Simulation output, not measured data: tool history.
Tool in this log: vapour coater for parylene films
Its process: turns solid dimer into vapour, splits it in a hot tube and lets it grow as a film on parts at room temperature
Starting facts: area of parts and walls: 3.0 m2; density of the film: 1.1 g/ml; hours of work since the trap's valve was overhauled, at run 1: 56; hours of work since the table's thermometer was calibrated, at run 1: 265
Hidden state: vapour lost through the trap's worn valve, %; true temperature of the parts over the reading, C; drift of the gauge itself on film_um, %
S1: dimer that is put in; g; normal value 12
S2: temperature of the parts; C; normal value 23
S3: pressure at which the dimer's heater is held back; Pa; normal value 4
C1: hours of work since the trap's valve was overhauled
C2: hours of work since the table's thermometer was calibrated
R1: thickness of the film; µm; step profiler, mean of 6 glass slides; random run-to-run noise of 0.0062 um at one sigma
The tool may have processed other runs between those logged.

| run | hour | S1 | S2 | S3 | C1 | C2 | R1 |
|---|---|---|---|---|---|---|---|
| 1 | 0 | 12 | 23 | 4 | 56 | 265 | 2.421 |
| 2 | 9.8 | 12 | 23 | 4 | 60 | 269 | 2.415 |
| 3 | 20.7 | 12 | 23 | 10.71 | 66 | 275 | 1.951 |
| 4 | 31.8 | 12 | 23 | 5.24 | 71 | 280 | 2.264 |
| 5 | 46.8 | 12 | 23 | 5.24 | 79 | 288 | 2.275 |
| 6 | 54 | 12 | 23 | 2.69 | 82 | 291 | 2.622 |
| 7 | 62.6 | 12 | 31 | 2.69 | 86 | 295 | 1.802 |
| 8 | 70.4 | 12 | 31 | 2.69 | 90 | 299 | 1.791 |
| 9 | 85.1 | 12 | 31 | 2.69 | 98 | 307 | 1.794 |
| 10 | 93 | 12 | 23 | 4 | 101 | 310 | 2.408 |
| 11 | 106.3 | 12 | 23 | 4 | 108 | 317 | 2.406 |
| 12 | 117.3 | 12 | 23 | 4 | 113 | 322 | 2.409 |
| 13 | 125.2 | 12 | 23 | 4.33 | 117 | 326 | 2.369 |
| 14 | 138.1 | 12 | 23 | 4 | 124 | 333 | 2.402 |
| 15 | 151.4 | 12 | 23 | 4 | 130 | 339 | 2.414 |
| 16 | 164.8 | 12 | 23 | 4 | 137 | 346 | 2.397 |
| 17 | 174.1 | 12 | 23 | 4 | 141 | 350 | 2.39 |
| 18 | 186.9 | 6 | 23 | 4 | 148 | 357 | 1.199 |
| 19 | 194.6 | 6 | 23 | 4 | 152 | 361 | 1.201 |
| 20 | 203.9 | 6 | 23 | 4 | 156 | 365 | 1.202 |
|  | 209.2 | trap's valve overhauled |
| 21 | 218.2 | 15 | 23 | 2.6 | 4 | 370 | 3.239 |
| 22 | 224.4 | 15 | 23 | 2.6 | 7 | 373 | 3.261 |
| 23 | 234 | 12 | 29 | 10.24 | 12 | 378 | 1.453 |
|  | 240.4 | trap's valve overhauled, once more |
| 24 | 248.3 | 12 | 29 | 10.24 | 4 | 383 | 1.499 |
| 25 | 257.4 | 12 | 29 | 10.24 | 8 | 388 | 1.496 |
| 26 | 266.4 | 13 | 18 | 3.6 | 13 | 392 | 3.418 |
| 27 | 281.4 | 6 | 23 | 8.24 | 20 | 399 | 1.048 |
| 28 | 288.4 | 12 | 23 | 7.23 | 24 | 403 | 2.152 |
| 29 | 303.7 | 10 | 25 | 4.41 | 31 | 410 | 1.797 |
| 30 | 314.6 | 14 | 28 | 4 | 37 | 416 | 2.239 |
| 31 | 329.2 | 10 | 16 | 4.34 | 44 | 423 | 2.786 |
| 32 | 342.9 | 10 | 16 | 4.34 | 50 | 430 | 2.776 |
| 33 | 351 | 10 | 16 | 4.34 | 54 | 434 | 2.786 |
| 34 | 363.6 | 6 | 24 | 2.6 | 61 | 440 | 1.265 |
| 35 | 374.9 | 6 | 24 | 2.6 | 66 | 445 | 1.273 |
| 36 | 383.7 | 6 | 24 | 2.6 | 71 | 450 | 1.278 |
| 37 | 395.9 | 6 | 24 | 2.6 | 77 | 456 | 1.275 |
| 38 | 409.9 | 12 | 19 | 2.5 | 83 | 463 | 3.25 |
| 39 | 421.4 | 12 | 27 | 2.5 | 89 | 468 | 2.209 |

Branching from run 39: 3 alternative next runs. What would each branch give?
| A | 429.7 | 11 | 27 | 6.11 | 93 | 472 | ? |
| B | 429.7 | 6 | 28 | 4.39 | 93 | 472 | ? |
| C | 429.7 | 12 | 20 | 4 | 93 | 472 | ? |

| run | R1 |
|---|---|
| A | 1.675 |
| B | 0.94 |
| C | 2.807 |
With no hidden state in the tool, these same runs would have given:
| run | R1 |
|---|---|
| A | 1.687 |
| B | 0.947 |
| C | 2.827 |
